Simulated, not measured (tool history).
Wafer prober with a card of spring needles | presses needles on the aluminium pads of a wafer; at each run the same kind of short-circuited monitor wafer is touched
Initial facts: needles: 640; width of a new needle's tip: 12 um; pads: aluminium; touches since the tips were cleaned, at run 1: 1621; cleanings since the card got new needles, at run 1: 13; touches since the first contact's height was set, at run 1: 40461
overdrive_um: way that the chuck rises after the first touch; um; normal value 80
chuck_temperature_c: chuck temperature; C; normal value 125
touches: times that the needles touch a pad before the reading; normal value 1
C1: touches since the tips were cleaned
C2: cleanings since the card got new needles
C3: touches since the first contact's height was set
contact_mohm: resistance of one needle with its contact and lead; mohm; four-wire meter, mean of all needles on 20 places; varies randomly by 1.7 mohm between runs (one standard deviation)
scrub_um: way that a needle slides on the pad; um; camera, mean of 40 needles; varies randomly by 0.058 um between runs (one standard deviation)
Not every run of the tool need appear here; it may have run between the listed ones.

run 1 hour=0 | overdrive_um=80 chuck_temperature_c=125 touches=1 | C1=1621 C2=13 C3=40461 | contact_mohm=169 scrub_um=16.51
-- hour=3 tips cleaned on abrasive film
-- hour=10.2 tips cleaned on abrasive film
-- hour=17.5 tips cleaned on abrasive film
-- hour=24.8 tips cleaned on abrasive film
-- hour=32 tips cleaned on abrasive film
-- hour=37.9 tips cleaned on abrasive film
run 2 hour=37.9 | overdrive_um=72 chuck_temperature_c=125 touches=1 | C1=0 C2=19 C3=56521 | contact_mohm=168 scrub_um=14.87
-- hour=45.2 tips cleaned on abrasive film
-- hour=52.4 tips cleaned on abrasive film
-- hour=59.7 tips cleaned on abrasive film
-- hour=67 tips cleaned on abrasive film
-- hour=74.2 tips cleaned on abrasive film
run 3 hour=76.7 | overdrive_um=82 chuck_temperature_c=125 touches=1 | C1=1054 C2=24 C3=72987 | contact_mohm=166 scrub_um=17.06
-- hour=81.1 tips cleaned on abrasive film
-- hour=88.3 tips cleaned on abrasive film
-- hour=95.6 tips cleaned on abrasive film
-- hour=102.9 tips cleaned on abrasive film
run 4 hour=107.5 | overdrive_um=82 chuck_temperature_c=125 touches=1 | C1=2002 C2=28 C3=86086 | contact_mohm=165 scrub_um=17.1
-- hour=109.1 tips cleaned on abrasive film
-- hour=114.9 tips cleaned on abrasive film
-- hour=122.2 tips cleaned on abrasive film
-- hour=129.4 tips cleaned on abrasive film
-- hour=136.7 tips cleaned on abrasive film
-- hour=143.9 tips cleaned on abrasive film
run 5 hour=147.1 | overdrive_um=82 chuck_temperature_c=125 touches=1 | C1=1346 C2=34 C3=102843 | contact_mohm=168 scrub_um=17.1
-- hour=150 tips cleaned on abrasive film
-- hour=155.9 tips cleaned on abrasive film
-- hour=163.1 tips cleaned on abrasive film
-- hour=169 tips cleaned on abrasive film
-- hour=176.2 tips cleaned on abrasive film
-- hour=182.6 tips cleaned on abrasive film
run 6 hour=182.6 | overdrive_um=82 chuck_temperature_c=125 touches=1 | C1=0 C2=40 C3=117857 | contact_mohm=166 scrub_um=17.06
-- hour=189.8 tips cleaned on abrasive film
-- hour=197.1 tips cleaned on abrasive film
-- hour=204.3 tips cleaned on abrasive film
-- hour=210.2 tips cleaned on abrasive film
-- hour=217.4 tips cleaned on abrasive film
-- hour=224 tips cleaned on abrasive film
run 7 hour=224 | overdrive_um=80 chuck_temperature_c=125 touches=1 | C1=0 C2=46 C3=135427 | contact_mohm=166 scrub_um=16.63
-- hour=231.3 tips cleaned on abrasive film
-- hour=238.5 tips cleaned on abrasive film
-- hour=245.8 tips cleaned on abrasive film
run 8 hour=247.1 | overdrive_um=80 chuck_temperature_c=125 touches=1 | C1=582 C2=49 C3=145255 | contact_mohm=167 scrub_um=16.68
-- hour=253 tips cleaned on abrasive film
-- hour=260.2 tips cleaned on abrasive film
-- hour=267.5 tips cleaned on abrasive film
run 9 hour=270.2 | overdrive_um=67 chuck_temperature_c=125 touches=1 | C1=1181 C2=52 C3=155067 | contact_mohm=171 scrub_um=13.99
-- hour=274.6 tips cleaned on abrasive film
-- hour=280.7 height of the first contact set anew
-- hour=282.2 tips cleaned on abrasive film
-- hour=289.5 tips cleaned on abrasive film
-- hour=295.3 tips cleaned on abrasive film
-- hour=302.6 tips cleaned on abrasive film
run 10 hour=305.5 | overdrive_um=67 chuck_temperature_c=125 touches=1 | C1=1252 C2=57 C3=10500 | contact_mohm=169 scrub_um=13.96
-- hour=308.4 tips cleaned on abrasive film
-- hour=314.3 tips cleaned on abrasive film
-- hour=321.5 tips cleaned on abrasive film
-- hour=328.8 tips cleaned on abrasive film
-- hour=336.1 tips cleaned on abrasive film
run 11 hour=337.8 | overdrive_um=67 chuck_temperature_c=125 touches=1 | C1=741 C2=62 C3=24196 | contact_mohm=167 scrub_um=14.08
-- hour=342.2 tips cleaned on abrasive film
-- hour=349.5 tips cleaned on abrasive film
-- hour=356.7 tips cleaned on abrasive film
-- hour=364 tips cleaned on abrasive film
run 12 hour=364.9 | overdrive_um=96 chuck_temperature_c=30 touches=2 | C1=399 C2=66 C3=35694 | contact_mohm=149 scrub_um=20.13
-- hour=370.7 tips cleaned on abrasive film
-- hour=378 tips cleaned on abrasive film
-- hour=383.8 tips cleaned on abrasive film
-- hour=391.1 tips cleaned on abrasive film
-- hour=398.4 tips cleaned on abrasive film
run 13 hour=401.1 | overdrive_um=80 chuck_temperature_c=107 touches=2 | C1=1186 C2=71 C3=51060 | contact_mohm=162 scrub_um=16.65
-- hour=405.5 tips cleaned on abrasive film
-- hour=412.8 tips cleaned on abrasive film
-- hour=418.6 tips cleaned on abrasive film
-- hour=425.9 tips cleaned on abrasive film
-- hour=433.1 tips cleaned on abrasive film
-- hour=439 tips cleaned on abrasive film
run 14 hour=443.1 | overdrive_um=67 chuck_temperature_c=64 touches=2 | C1=1794 C2=77 C3=68884 | contact_mohm=159 scrub_um=14.01
-- hour=446.1 tips cleaned on abrasive film
-- hour=453.4 tips cleaned on abrasive film
-- hour=460.6 tips cleaned on abrasive film
-- hour=467.7 tips cleaned on abrasive film
run 15 hour=467.7 | overdrive_um=67 chuck_temperature_c=64 touches=2 | C1=0 C2=81 C3=79275 | contact_mohm=157 scrub_um=14.14
-- hour=475 tips cleaned on abrasive film
-- hour=482.2 tips cleaned on abrasive film
run 16 hour=485.2 | overdrive_um=67 chuck_temperature_c=64 touches=2 | C1=1278 C2=83 C3=86718 | contact_mohm=158 scrub_um=14.02
-- hour=488.2 tips cleaned on abrasive film
-- hour=495.4 tips cleaned on abrasive film
-- hour=502.3 tips cleaned on abrasive film
run 17 hour=502.3 | overdrive_um=69 chuck_temperature_c=69 touches=2 | C1=0 C2=86 C3=93949 | contact_mohm=161 scrub_um=14.5
-- hour=509.6 tips cleaned on abrasive film
-- hour=516.8 tips cleaned on abrasive film
-- hour=522.7 tips cleaned on abrasive film
-- hour=529.9 tips cleaned on abrasive film
-- hour=537.2 tips cleaned on abrasive film
-- hour=544.2 tips cleaned on abrasive film
run 18 hour=544.2 | overdrive_um=98 chuck_temperature_c=106 touches=3 | C1=0 C2=92 C3=111719 | contact_mohm=163 scrub_um=20.58
-- hour=551.5 tips cleaned on abrasive film
-- hour=558.7 tips cleaned on abrasive film
-- hour=566 tips cleaned on abrasive film
-- hour=573.2 tips cleaned on abrasive film
-- hour=580.5 tips cleaned on abrasive film
run 19 hour=582.9 | overdrive_um=76 chuck_temperature_c=101 touches=1 | C1=1026 C2=97 C3=128157 | contact_mohm=163 scrub_um=15.93
-- hour=587.3 tips cleaned on abrasive film
-- hour=594.6 tips cleaned on abrasive film
-- hour=600.9 tips cleaned on abrasive film
run 20 hour=600.9 | overdrive_um=93 chuck_temperature_c=29 touches=1 | C1=0 C2=100 C3=135795 | contact_mohm=142 scrub_um=19.56
-- hour=608.2 tips cleaned on abrasive film
-- hour=615.5 tips cleaned on abrasive film
-- hour=622.7 tips cleaned on abrasive film
run 21 hour=623.6 | overdrive_um=80 chuck_temperature_c=62 touches=2 | C1=376 C2=103 C3=145418 | contact_mohm=158 scrub_um=16.78

Results per run with the tool's hidden condition removed, run-to-run variation unchanged:
Unlogged tool condition in this case: debris on the tips, nm; way that the needles fall short of the set height, um; tips' diameter, um; drift of the gauge itself on contact_mohm, %; drift of the gauge itself on scrub_um, %.
run=1 scrub_um=16.51
run=2 scrub_um=14.86
run=3 scrub_um=17.03
run=4 scrub_um=17.06
run=5 scrub_um=17.05
run=6 scrub_um=16.99
run=7 scrub_um=16.54
run=8 scrub_um=16.58
run=9 scrub_um=13.9
run=10 scrub_um=13.85
run=11 scrub_um=13.96
run=12 scrub_um=19.93
run=13 scrub_um=16.47
run=14 scrub_um=13.85
run=15 scrub_um=13.97
run=16 scrub_um=13.85
run=17 scrub_um=14.32
run=18 scrub_um=20.3
run=19 scrub_um=15.69
run=20 scrub_um=19.26
run=21 scrub_um=16.52
contact_mohm: at most 1 mohm away from the measurement, every run.
